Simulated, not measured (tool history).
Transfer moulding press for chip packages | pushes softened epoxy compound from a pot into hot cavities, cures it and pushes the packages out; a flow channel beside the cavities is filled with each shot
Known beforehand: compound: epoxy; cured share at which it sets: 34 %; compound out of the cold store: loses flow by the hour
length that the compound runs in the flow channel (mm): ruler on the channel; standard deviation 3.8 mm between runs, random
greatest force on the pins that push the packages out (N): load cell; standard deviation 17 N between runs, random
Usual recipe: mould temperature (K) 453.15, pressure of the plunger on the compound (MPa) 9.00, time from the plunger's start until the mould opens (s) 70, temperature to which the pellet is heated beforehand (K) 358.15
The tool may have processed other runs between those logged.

| run | hour | mould temperature (K) | pressure of the plunger on the compound (MPa) | time from the plunger's start until the mould opens (s) | temperature to which the pellet is heated beforehand (K) | incoming compound's hours out of the cold store | length that the compound runs in the flow channel (mm) | greatest force on the pins that push the packages out (N) |
|---|---|---|---|---|---|---|---|---|
| 1 | 0.0 | 453.15 | 9.00 | 70 | 358.15 | 42.0 | 563 | 1017 |
|  | 23.5 | plunger's sealing rings changed |
|  | 25.0 | cavities cleaned with cleaning compound and waxed |
| 2 | 56.9 | 453.15 | 9.00 | 70 | 354.15 | 39.8 | 599 | 1172 |
|  | 65.9 | cavities cleaned with cleaning compound and waxed |
|  | 106.1 | cavities cleaned with cleaning compound and waxed |
| 3 | 118.9 | 453.15 | 9.00 | 70 | 354.15 | 45.5 | 580 | 1063 |
|  | 148.9 | cavities cleaned with cleaning compound and waxed |
|  | 190.4 | cavities cleaned with cleaning compound and waxed |
| 4 | 192.3 | 453.15 | 9.00 | 70 | 354.15 | 40.3 | 590 | 914 |
|  | 228.8 | cavities cleaned with cleaning compound and waxed |
| 5 | 246.5 | 453.15 | 9.00 | 70 | 354.15 | 29.8 | 600 | 1102 |
|  | 267.0 | cavities cleaned with cleaning compound and waxed |
|  | 306.8 | cavities cleaned with cleaning compound and waxed |
| 6 | 323.7 | 453.15 | 9.00 | 85 | 358.15 | 30.8 | 581 | 685 |
|  | 349.8 | cavities cleaned with cleaning compound and waxed |
| 7 | 362.5 | 453.15 | 9.00 | 85 | 358.15 | 40.6 | 565 | 639 |
|  | 388.7 | plunger's sealing rings changed |
|  | 394.2 | cavities cleaned with cleaning compound and waxed |
|  | 435.7 | cavities cleaned with cleaning compound and waxed |
| 8 | 457.4 | 453.15 | 9.00 | 85 | 358.15 | 14.6 | 652 | 739 |
|  | 475.7 | cavities cleaned with cleaning compound and waxed |
| 9 | 500.9 | 453.15 | 9.00 | 70 | 358.15 | 23.5 | 626 | 1225 |
|  | 519.7 | cavities cleaned with cleaning compound and waxed |
|  | 561.9 | cavities cleaned with cleaning compound and waxed |
| 10 | 578.4 | 453.15 | 9.00 | 70 | 358.15 | 33.3 | 595 | 1134 |
|  | 607.8 | cavities cleaned with cleaning compound and waxed |
|  | 650.8 | cavities cleaned with cleaning compound and waxed |
| 11 | 658.2 | 453.15 | 9.00 | 81 | 358.15 | 17.6 | 623 | 731 |
|  | 689.3 | cavities cleaned with cleaning compound and waxed |
| 12 | 696.6 | 453.15 | 9.00 | 81 | 358.15 | 38.1 | 570 | 671 |
|  | 704.5 | mould's thermocouples calibrated |
|  | 733.4 | cavities cleaned with cleaning compound and waxed |
|  | 756.1 | plunger's sealing rings changed |
|  | 776.2 | cavities cleaned with cleaning compound and waxed |
| 13 | 788.3 | 454.15 | 8.28 | 52 | 351.15 | 29.1 | 593 | 2106 |
|  | 816.7 | cavities cleaned with cleaning compound and waxed |
| 14 | 852.4 | 452.15 | 7.92 | 64 | 350.15 | 27.1 | 586 | 1749 |
|  | 860.4 | cavities cleaned with cleaning compound and waxed |
|  | 903.4 | cavities cleaned with cleaning compound and waxed |
| 15 | 908.2 | 453.15 | 9.00 | 50 | 361.15 | 21.7 | 619 | 2033 |
|  | 944.0 | cavities cleaned with cleaning compound and waxed |
| 16 | 951.9 | 453.15 | 9.46 | 70 | 358.15 | 18.4 | 642 | 1052 |
|  | 984.8 | cavities cleaned with cleaning compound and waxed |
|  | 1024.1 | cavities cleaned with cleaning compound and waxed |
| 17 | 1041.1 | 453.15 | 9.00 | 101 | 358.15 | 14.7 | 619 | 567 |
|  | 1062.5 | cavities cleaned with cleaning compound and waxed |
| 18 | 1091.6 | 453.15 | 9.00 | 101 | 358.15 | 45.3 | 554 | 615 |
|  | 1107.0 | cavities cleaned with cleaning compound and waxed |
|  | 1120.4 | plunger's sealing rings changed |
| 19 | 1135.6 | 455.15 | 9.00 | 69 | 358.15 | 46.7 | 591 | 1012 |
|  | 1148.5 | cavities cleaned with cleaning compound and waxed |
|  | 1188.0 | cavities cleaned with cleaning compound and waxed |
| 20 | 1211.4 | 455.15 | 8.14 | 69 | 358.15 | 16.2 | 608 | 1076 |
|  | 1227.3 | cavities cleaned with cleaning compound and waxed |
| 21 | 1253.0 | 453.15 | 9.16 | 70 | 358.15 | 16.1 | 639 | 1245 |
|  | 1268.1 | cavities cleaned with cleaning compound and waxed |
|  | 1308.4 | cavities cleaned with cleaning compound and waxed |
| 22 | 1338.0 | 453.15 | 8.21 | 52 | 358.15 | 11.6 | 607 | 2587 |
|  | 1350.7 | cavities cleaned with cleaning compound and waxed |
|  | 1391.7 | cavities cleaned with cleaning compound and waxed |
| 23 | 1427.2 | 453.15 | 8.21 | 52 | 358.15 | 32.7 | 558 | 2548 |
|  | 1435.6 | cavities cleaned with cleaning compound and waxed |
|  | 1477.7 | cavities cleaned with cleaning compound and waxed |
| 24 | 1477.7 | 449.15 | 9.00 | 70 | 360.15 | 19.6 | 609 | 1183 |

Each row is a separate what-if for the run after 24, all from the same tool condition, not one after another. Results?
|  | 1484.4 | plunger's sealing rings changed |
|  | 1519.4 | cavities cleaned with cleaning compound and waxed |
|  | 1561.0 | cavities cleaned with cleaning compound and waxed |
| A | 1561.7 | 449.15 | 9.00 | 70 | 354.15 | 38.1 | ? | ? |
|  | 1484.4 | plunger's sealing rings changed |
|  | 1519.4 | cavities cleaned with cleaning compound and waxed |
|  | 1561.0 | cavities cleaned with cleaning compound and waxed |
| B | 1561.7 | 449.15 | 9.00 | 70 | 366.15 | 11.2 | ? | ? |
|  | 1484.4 | plunger's sealing rings changed |
|  | 1519.4 | cavities cleaned with cleaning compound and waxed |
|  | 1561.0 | cavities cleaned with cleaning compound and waxed |
| C | 1561.7 | 449.15 | 8.38 | 64 | 358.15 | 36.3 | ? | ? |
|  | 1484.4 | plunger's sealing rings changed |
|  | 1519.4 | cavities cleaned with cleaning compound and waxed |
|  | 1561.0 | cavities cleaned with cleaning compound and waxed |
| D | 1561.7 | 453.15 | 9.95 | 70 | 359.15 | 15.8 | ? | ? |

| run | length that the compound runs in the flow channel (mm) | greatest force on the pins that push the packages out (N) |
|---|---|---|
| A | 601 | 1171 |
| B | 665 | 1231 |
| C | 592 | 1515 |
| D | 684 | 959 |
Had the tool no hidden state, the same runs would have come out as:
| run | length that the compound runs in the flow channel (mm) | greatest force on the pins that push the packages out (N) |
|---|---|---|
| A | 608 | 1073 |
| B | 673 | 1126 |
| C | 599 | 1401 |
| D | 692 | 875 |
